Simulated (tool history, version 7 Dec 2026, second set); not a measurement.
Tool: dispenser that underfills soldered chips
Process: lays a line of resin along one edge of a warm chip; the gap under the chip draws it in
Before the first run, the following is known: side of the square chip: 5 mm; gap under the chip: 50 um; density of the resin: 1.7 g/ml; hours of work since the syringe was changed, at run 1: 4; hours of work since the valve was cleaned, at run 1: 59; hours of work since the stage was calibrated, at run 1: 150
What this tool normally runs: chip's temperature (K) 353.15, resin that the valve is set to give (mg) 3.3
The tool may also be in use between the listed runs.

run,hour,chip's temperature (K),resin that the valve is set to give (mg),hours of work since the syringe was changed,hours of work since the valve was cleaned,hours of work since the stage was calibrated,time until the resin shows at the far edge (s),resin that the valve gave (mg)
1,0,353.15,3.3,4,59,150,8,3.2
2,5.1,353.15,3.89,8,63,154,9.4,3.75
3,8.7,347.15,3.3,10,65,156,13.1,3.14
# hour 9.3: new syringe of resin
4,13.3,364.15,3.3,3,68,159,5.1,3.17
5,19.3,364.15,4.05,7,72,163,6.5,3.91
# hour 25.1: new syringe of resin
6,25.3,364.15,4.05,0,76,166,5.3,3.82
7,29.3,364.15,4.05,3,78,169,5.5,3.86
8,33.7,364.15,4.05,6,81,172,6.4,3.86
9,38.2,364.15,4.05,9,84,175,7.5,3.81
# hour 40.9: new syringe of resin
10,41.2,353.15,4.12,0,86,177,6.3,3.9
11,46.7,353.15,4.12,4,90,180,8.1,3.89
12,49.7,353.15,3.3,6,91,182,8.5,3.07
13,54.2,353.15,3.3,9,94,185,10.3,3.15
# hour 56.7: new syringe of resin
14,59.3,353.15,4.26,2,98,188,7,4.01
15,63.9,367.15,3.3,5,101,192,5.6,3.09
16,68,367.15,3.3,7,103,194,6.4,3.08
# hour 72.6: dispensing valve cleaned and set on the balance
# hour 73.4: new syringe of resin
17,74,367.15,3.3,0,1,197,4.4,3.35
18,78.8,367.15,3.3,4,4,200,5.4,3.31
19,81.9,367.15,3.3,6,6,203,5.5,3.31
20,85.3,367.15,3.3,8,8,205,6.5,3.31
# hour 89.1: new syringe of resin
21,89.3,339.15,3.3,0,11,207,10.7,3.25
22,94.9,363.15,3.3,4,14,211,6,3.3
23,97.5,363.15,3.3,6,16,213,6.2,3.28
24,101.1,363.15,3.3,8,18,215,6.9,3.27
# hour 105.1: new syringe of resin
25,106.3,349.15,3.38,1,22,218,7.8,3.36
26,112.5,365.15,3.96,5,26,222,5.8,3.87
27,115.3,367.15,3.02,7,28,224,6.8,2.96
28,118.6,353.15,2.89,9,30,226,10.4,2.86
# hour 120.8: new syringe of resin
29,124.4,348.15,2.89,2,33,230,9.8,2.87
30,128,348.15,2.89,5,36,232,9.8,2.85
31,134,354.15,3.65,9,40,236,9.5,3.57
# hour 136.6: new syringe of resin
32,140.3,354.15,3.65,2,44,240,7.1,3.54
33,144,351.15,3.65,5,46,243,8.6,3.55
34,148.2,350.15,3.81,8,49,245,9.9,3.69
# hour 152.6: new syringe of resin
35,154.9,348.15,3.25,2,53,250,8.8,3.13
36,160.4,361.15,3.25,5,57,253,6.8,3.16
37,165.3,352.15,3.04,8,60,257,10.3,2.91

Difference, measured minus no-hidden-state, one row per run. Run-to-run variation is common to both terms; the gauge's own scatter need not be:
The hidden state here: resin's viscosity, % of fresh resin's; dose that the valve gives, % of what is set; true chip temperature over the reading, C; drift of the gauge itself on fill_s, %; drift of the gauge itself on given_mg, %.
run,time until the resin shows at the far edge (s),resin that the valve gave (mg)
1,+1.6,-0.11
2,+2.7,-0.14
3,+4.7,-0.12
4,+0.8,-0.13
5,+1.7,-0.17
6,+0.2,-0.18
7,+0.7,-0.19
8,+1.5,-0.2
9,+2.5,-0.21
10,+0.3,-0.21
11,+1.4,-0.22
12,+2.1,-0.19
13,+3.3,-0.19
14,+0.7,-0.25
15,+1.2,-0.2
16,+1.9,-0.21
17,+0.2,+0.01
18,+0.9,+0
19,+1.4,+0
20,+2,-0.01
21,+0.3,-0.02
22,+1,-0.02
23,+1.5,-0.03
24,+2.2,-0.03
25,+0.7,-0.04
26,+1.4,-0.05
27,+1.8,-0.05
28,+3.8,-0.05
29,+1.4,-0.05
30,+2.4,-0.06
31,+3.5,-0.09
32,+1.1,-0.1
33,+2.1,-0.1
34,+3.2,-0.11
35,+1,-0.11
36,+1.8,-0.11
37,+3.7,-0.12
